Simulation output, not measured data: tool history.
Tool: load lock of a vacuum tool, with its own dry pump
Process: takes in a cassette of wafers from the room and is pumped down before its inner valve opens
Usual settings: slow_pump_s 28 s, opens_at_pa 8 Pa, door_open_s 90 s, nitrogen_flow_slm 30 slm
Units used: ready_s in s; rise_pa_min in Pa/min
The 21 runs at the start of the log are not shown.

run	day	slow_pump_s	opens_at_pa	door_open_s	nitrogen_flow_slm	hours that the pump has run since its overhaul	times that the door has closed on its seal	incoming humidity of the room's air, %	ready_s	rise_pa_min
22	71.021	42	8	232	30	5223	979	46.1	51.3	0.068
23	74.754	42	8	232	30	5312	1194	43.7	51.3	0.076
24	78.317	35	8	63	5	5398	1399	43.2	45.5	0.067
25	81.171	35	8	63	5	5466	1564	45.3	45.3	0.076
26	84.358	35	9	153	20	5543	1747	46.5	45	0.077
27	86.288	52	8	188	30	5589	1858	43.7	60.1	0.068
28	89.975	28	8	90	30	5678	2071	47	39.3	0.06
29	92.812	28	8	90	30	5746	2234	47.3	39.4	0.062
30	96.546	45	10	29	6	5835	2450	43.2	53.4	0.062
31	99.483	45	11	156	6	5906	2619	45.3	53.7	0.118
32	103.667	36	11	156	6	6006	2860	46.4	45.7	0.121
33	106.525	43	8	90	30	6075	3025	43.2	52.5	0.065
34	109.075	43	11	83	30	6136	3172	46	51.5	0.066
35	112.658	28	8	161	6	6222	3378	43.3	39.8	0.126
36	115.817	28	10	96	37	6298	3560	45.2	39.2	0.07
37	117.879	28	15	60	24	6347	3679	46.9	38.2	0.076

Branching from run 37: 3 alternative next runs. What would each branch give?
A	122.121	28	14	48	5	6449	3924	46.5	?	?
B	122.121	16	8	26	10	6449	3924	46.8	?	?
C	122.121	28	14	60	24	6449	3924	41.7	?	?

run	ready_s	rise_pa_min
A	38.3	0.086
B	29.2	0.072
C	38.1	0.069
What these runs would have given with no unlogged condition in the tool:
run	ready_s	rise_pa_min
A	37.3	0.05
B	27.9	0.036
C	37	0.032
